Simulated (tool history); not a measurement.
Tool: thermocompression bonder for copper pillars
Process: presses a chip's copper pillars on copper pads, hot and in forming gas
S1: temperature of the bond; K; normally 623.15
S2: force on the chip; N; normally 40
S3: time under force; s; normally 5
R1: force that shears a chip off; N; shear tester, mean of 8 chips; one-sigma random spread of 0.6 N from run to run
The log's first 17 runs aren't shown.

| run | hour | S1 | S2 | S3 | R1 |
|---|---|---|---|---|---|
| 18 | 216.2 | 600.15 | 40 | 5 | 35.4 |
|  | 227.1 | heater calibrated with a thermocouple chip, once more |
| 19 | 229.9 | 651.15 | 39 | 4 | 57.3 |
| 20 | 243.2 | 623.15 | 40 | 10 | 59.9 |
| 21 | 259.7 | 623.15 | 40 | 10 | 61.1 |
| 22 | 274.8 | 623.15 | 40 | 10 | 60.8 |
| 23 | 292.9 | 623.15 | 40 | 10 | 59.9 |
| 24 | 304.7 | 623.15 | 40 | 10 | 59.7 |
| 25 | 322.4 | 623.15 | 40 | 10 | 61.5 |
| 26 | 334.4 | 623.15 | 32 | 11 | 56.6 |
| 27 | 347.2 | 623.15 | 40 | 10 | 59.9 |
| 28 | 363 | 600.15 | 37 | 6 | 37.8 |
| 29 | 373.5 | 624.15 | 25 | 3 | 30.5 |
| 30 | 382.7 | 624.15 | 25 | 3 | 30.8 |
| 31 | 398.1 | 652.15 | 29 | 12 | 69.8 |
| 32 | 408.3 | 629.15 | 45 | 12 | 70.4 |
| 33 | 416.9 | 620.15 | 45 | 4 | 44.8 |
| 34 | 425 | 627.15 | 40 | 9 | 59.7 |
| 35 | 437 | 647.15 | 40 | 9 | 71.1 |
| 36 | 449.3 | 647.15 | 40 | 9 | 71.6 |

Branching from run 36: 3 alternative next runs. What would each branch give?
| A | 459.4 | 624.15 | 58 | 14 | ? |
| B | 459.4 | 641.15 | 27 | 15 | ? |
| C | 459.4 | 618.15 | 42 | 5 | ? |

| run | R1 |
|---|---|
| A | 77.1 |
| B | 68.4 |
| C | 45.2 |
The same runs, with their run-to-run variation unchanged, on a tool lacking any hidden condition would have given:
| run | R1 |
|---|---|
| A | 79.8 |
| B | 70.9 |
| C | 47 |

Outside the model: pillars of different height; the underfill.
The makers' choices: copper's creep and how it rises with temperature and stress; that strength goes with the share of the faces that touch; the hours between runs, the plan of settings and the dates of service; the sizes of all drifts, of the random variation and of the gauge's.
